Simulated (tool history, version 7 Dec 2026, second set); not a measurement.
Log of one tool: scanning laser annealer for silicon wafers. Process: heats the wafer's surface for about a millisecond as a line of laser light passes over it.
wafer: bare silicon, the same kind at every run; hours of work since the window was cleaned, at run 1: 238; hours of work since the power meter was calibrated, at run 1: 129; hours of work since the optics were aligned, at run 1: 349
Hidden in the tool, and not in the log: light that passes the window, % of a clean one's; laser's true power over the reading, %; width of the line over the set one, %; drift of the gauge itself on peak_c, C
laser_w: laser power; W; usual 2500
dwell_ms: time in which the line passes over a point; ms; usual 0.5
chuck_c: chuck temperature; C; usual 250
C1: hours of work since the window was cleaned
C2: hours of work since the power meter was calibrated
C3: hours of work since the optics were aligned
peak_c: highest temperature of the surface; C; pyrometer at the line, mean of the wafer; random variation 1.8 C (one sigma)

Run 1, hour 0: usual settings; C1 238; C2 129; C3 349. Result: peak_c 1015 C.
Run 2, hour 6.4: usual settings but chuck_c 282 C; C1 241; C2 131; C3 351. Result: peak_c 1048 C.
Run 3, hour 11.7: usual settings; C1 243; C2 134; C3 353. Result: peak_c 1015 C.
Run 4, hour 16.3: usual settings; C1 245; C2 135; C3 355. Result: peak_c 1010 C.
Run 5, hour 24.1: usual settings but chuck_c 255 C; C1 248; C2 139; C3 358. Result: peak_c 1019 C.
Run 6, hour 32.1: usual settings but chuck_c 255 C; C1 251; C2 142; C3 361. Result: peak_c 1022 C.
Run 7, hour 37.3: usual settings but chuck_c 255 C; C1 253; C2 144; C3 364. Result: peak_c 1020 C.
Run 8, hour 43.1: usual settings but laser_w 2359 W; C1 256; C2 146; C3 366. Result: peak_c 966 C.
Run 9, hour 50.4: usual settings but laser_w 2359 W; C1 259; C2 149; C3 369. Result: peak_c 965 C.
Run 10, hour 61.6: usual settings but laser_w 2359 W; C1 263; C2 154; C3 373. Result: peak_c 962 C.
Run 11, hour 70.6: usual settings but chuck_c 238 C; C1 267; C2 157; C3 377. Result: peak_c 1004 C.
Run 12, hour 80.5: usual settings but chuck_c 238 C; C1 271; C2 161; C3 381. Result: peak_c 1002 C.
Run 13, hour 88.8: usual settings but chuck_c 286 C; C1 274; C2 165; C3 384. Result: peak_c 1051 C.
Run 14, hour 100.2: usual settings but laser_w 2588 W, dwell_ms 0.369 ms, chuck_c 216 C; C1 279; C2 169; C3 389. Result: peak_c 902 C.
Run 15, hour 105.5: usual settings but dwell_ms 0.374 ms, chuck_c 263 C; C1 281; C2 171; C3 391. Result: peak_c 926 C.
Run 16, hour 110.3: usual settings but dwell_ms 0.374 ms, chuck_c 263 C; C1 283; C2 173; C3 393. Result: peak_c 930 C.
Run 17, hour 117: usual settings but laser_w 2272 W, dwell_ms 0.374 ms, chuck_c 247 C; C1 285; C2 176; C3 396. Result: peak_c 838 C.
Run 18, hour 126.4: usual settings but laser_w 2272 W, dwell_ms 0.374 ms, chuck_c 247 C; C1 289; C2 180; C3 399. Result: peak_c 843 C.
Run 19, hour 134.6: usual settings but laser_w 2445 W, dwell_ms 0.393 ms, chuck_c 229 C; C1 292; C2 183; C3 403. Result: peak_c 893 C.
Run 20, hour 140.3: usual settings but laser_w 2459 W, dwell_ms 0.569 ms, chuck_c 282 C; C1 295; C2 185; C3 405. Result: peak_c 1080 C.

The next listed run, before its measurement:
Run 21, hour 148: usual settings but laser_w 2346 W; C1 298; C2 188; C3 408. Result: peak_c ?.

Run 21 gave peak_c 961 C.
Without the tool's hidden state the same run would have given peak_c 961 C.
